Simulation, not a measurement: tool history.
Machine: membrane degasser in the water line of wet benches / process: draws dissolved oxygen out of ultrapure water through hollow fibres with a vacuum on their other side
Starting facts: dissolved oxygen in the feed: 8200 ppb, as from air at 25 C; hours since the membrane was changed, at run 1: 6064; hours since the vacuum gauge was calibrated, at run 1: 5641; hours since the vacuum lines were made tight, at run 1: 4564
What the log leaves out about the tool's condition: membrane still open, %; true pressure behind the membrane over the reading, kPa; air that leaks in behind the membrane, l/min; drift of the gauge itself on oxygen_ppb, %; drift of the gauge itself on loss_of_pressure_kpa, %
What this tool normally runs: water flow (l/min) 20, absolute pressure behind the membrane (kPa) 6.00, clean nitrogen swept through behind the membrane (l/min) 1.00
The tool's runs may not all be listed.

run	day	water flow (l/min)	absolute pressure behind the membrane (kPa)	clean nitrogen swept through behind the membrane (l/min)	hours since the membrane was changed	hours since the vacuum gauge was calibrated	hours since the vacuum lines were made tight	dissolved oxygen in the water behind the degasser (ppb)	pressure that the water loses in the fibres (kPa)
1	0.000	20	6.00	1.00	6064	5641	4564	162.0	30.63
2	6.846	20	11.14	1.00	6228	5806	4728	382.3	30.61
# day 15.125: seals of the vacuum lines changed
3	16.738	20	11.14	1.00	6464	6041	39	377.6	30.71
4	25.096	20	11.14	1.00	6664	6242	239	374.0	31.16
5	30.858	20	11.14	1.00	6802	6380	378	374.4	31.28
6	40.138	20	11.14	1.00	7025	6603	600	380.8	31.17
7	51.996	20	11.14	1.00	7310	6887	885	381.2	31.41
8	59.754	20	6.00	1.00	7496	7073	1071	165.2	31.51
9	66.908	20	6.00	1.00	7668	7245	1243	166.8	31.54
10	74.079	20	6.00	1.00	7840	7417	1415	168.2	31.60
11	83.862	20	6.00	1.00	8075	7652	1650	167.8	31.67
12	91.400	20	6.00	1.00	8255	7833	1831	171.1	31.78
# day 95.167: membrane cartridge changed
13	102.158	14	4.75	1.05	168	8087	2085	63.3	19.44
14	107.800	14	4.72	0.49	303	8223	2220	114.9	19.56

Run 15 comes next. What will it give?
15	114.096	25	6.00	1.00	454	8374	2371	?	?

Run 15 measured dissolved oxygen in the water behind the degasser (ppb) 192.4, pressure that the water loses in the fibres (kPa) 35.30.
Without the tool's hidden state the same run would have given dissolved oxygen in the water behind the degasser (ppb) 176.7, pressure that the water loses in the fibres (kPa) 35.06.

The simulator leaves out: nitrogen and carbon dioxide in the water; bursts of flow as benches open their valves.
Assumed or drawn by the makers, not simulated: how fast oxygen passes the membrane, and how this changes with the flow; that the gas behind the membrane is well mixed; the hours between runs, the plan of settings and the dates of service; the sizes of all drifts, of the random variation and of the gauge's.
